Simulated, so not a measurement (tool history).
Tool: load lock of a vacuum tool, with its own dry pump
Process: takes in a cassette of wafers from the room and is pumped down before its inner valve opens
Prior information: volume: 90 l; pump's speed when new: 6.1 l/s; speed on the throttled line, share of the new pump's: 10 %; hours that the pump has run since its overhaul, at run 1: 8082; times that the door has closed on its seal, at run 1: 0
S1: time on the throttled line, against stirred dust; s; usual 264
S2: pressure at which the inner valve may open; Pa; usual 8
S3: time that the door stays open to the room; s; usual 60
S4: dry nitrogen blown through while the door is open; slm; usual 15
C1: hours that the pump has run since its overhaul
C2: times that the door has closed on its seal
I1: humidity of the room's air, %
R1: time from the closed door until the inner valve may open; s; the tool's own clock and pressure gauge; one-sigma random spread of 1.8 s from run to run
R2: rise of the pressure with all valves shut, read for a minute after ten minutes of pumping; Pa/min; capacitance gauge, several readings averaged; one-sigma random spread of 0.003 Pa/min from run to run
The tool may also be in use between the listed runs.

Run 1, hour 0.0: usual settings; C1 8082; C2 0; I1 44.8. Result: R1 396.0 s, R2 0.022 Pa/min.
Run 2, hour 440.6: usual settings; C1 8522; C2 1213; I1 47.0. Result: R1 398.1 s, R2 0.031 Pa/min.
Run 3, hour 707.4: usual settings; C1 8789; C2 1946; I1 44.9. Result: R1 396.6 s, R2 0.029 Pa/min.
Run 4, hour 1138.9: usual settings; C1 9221; C2 3133; I1 46.8. Result: R1 400.1 s, R2 0.029 Pa/min.
Run 5, hour 1501.2: usual settings but S4 45 slm; C1 9583; C2 4130; I1 43.6. Result: R1 402.2 s, R2 0.023 Pa/min.
Run 6, hour 1821.0: usual settings but S2 10 Pa, S4 45 slm; C1 9903; C2 5010; I1 46.7. Result: R1 399.1 s, R2 0.029 Pa/min.
Run 7, hour 2081.2: usual settings; C1 10163; C2 5725; I1 43.7. Result: R1 402.2 s, R2 0.047 Pa/min.
Run 8, hour 2561.0: usual settings; C1 10643; C2 7045; I1 43.9. Result: R1 404.9 s, R2 0.049 Pa/min.
Run 9, hour 2972.5: usual settings; C1 11054; C2 8177; I1 46.3. Result: R1 402.1 s, R2 0.053 Pa/min.
Run 10, hour 3340.4: usual settings but S2 7 Pa, S3 32 s, S4 19 slm; C1 11422; C2 9189; I1 41.0. Result: R1 408.7 s, R2 0.046 Pa/min.
Run 11, hour 3834.4: usual settings but S1 476 s, S3 65 s, S4 10 slm; C1 11916; C2 10548; I1 41.9. Result: R1 595.3 s, R2 0.061 Pa/min.
At hour 4067.4: dry pump taken out, an overhauled one fitted.
Run 12, hour 4223.3: usual settings but S1 138 s, S3 44 s, S4 9 slm; C1 156; C2 11601; I1 44.1. Result: R1 263.8 s, R2 0.068 Pa/min.
Run 13, hour 4466.4: usual settings but S1 224 s, S2 11 Pa; C1 399; C2 12270; I1 45.5. Result: R1 340.2 s, R2 0.069 Pa/min.
Run 14, hour 4887.1: usual settings but S1 224 s, S2 11 Pa; C1 820; C2 13428; I1 43.5. Result: R1 339.1 s, R2 0.074 Pa/min.
Run 15, hour 5229.1: usual settings but S1 224 s, S2 7 Pa, S3 30 s, S4 11 slm; C1 1162; C2 14368; I1 48.0. Result: R1 348.4 s, R2 0.080 Pa/min.
Run 16, hour 5718.1: usual settings but S1 224 s, S2 7 Pa, S3 30 s, S4 11 slm; C1 1651; C2 15713; I1 43.1. Result: R1 349.5 s, R2 0.084 Pa/min.

Alternative continuations, all from the tool just after run 16; predict every row:
Run A, hour 5972.1: usual settings but S1 521 s; C1 1905; C2 16412; I1 42.7. Result: R1 ?, R2 ?.
Run B, hour 5972.1: usual settings but S1 318 s; C1 1905; C2 16412; I1 45.6. Result: R1 ?, R2 ?.
Run C, hour 5972.1: usual settings but S1 260 s, S2 7 Pa, S3 57 s, S4 8 slm; C1 1905; C2 16412; I1 46.0. Result: R1 ?, R2 ?.

run     R1     R2
  A  618.4  0.090
  B  433.6  0.092
  C  384.5  0.096
Without the tool's unlogged condition, the same runs would have read:
run     R1     R2
  A  615.3  0.019
  B  429.8  0.020
  C  380.4  0.026
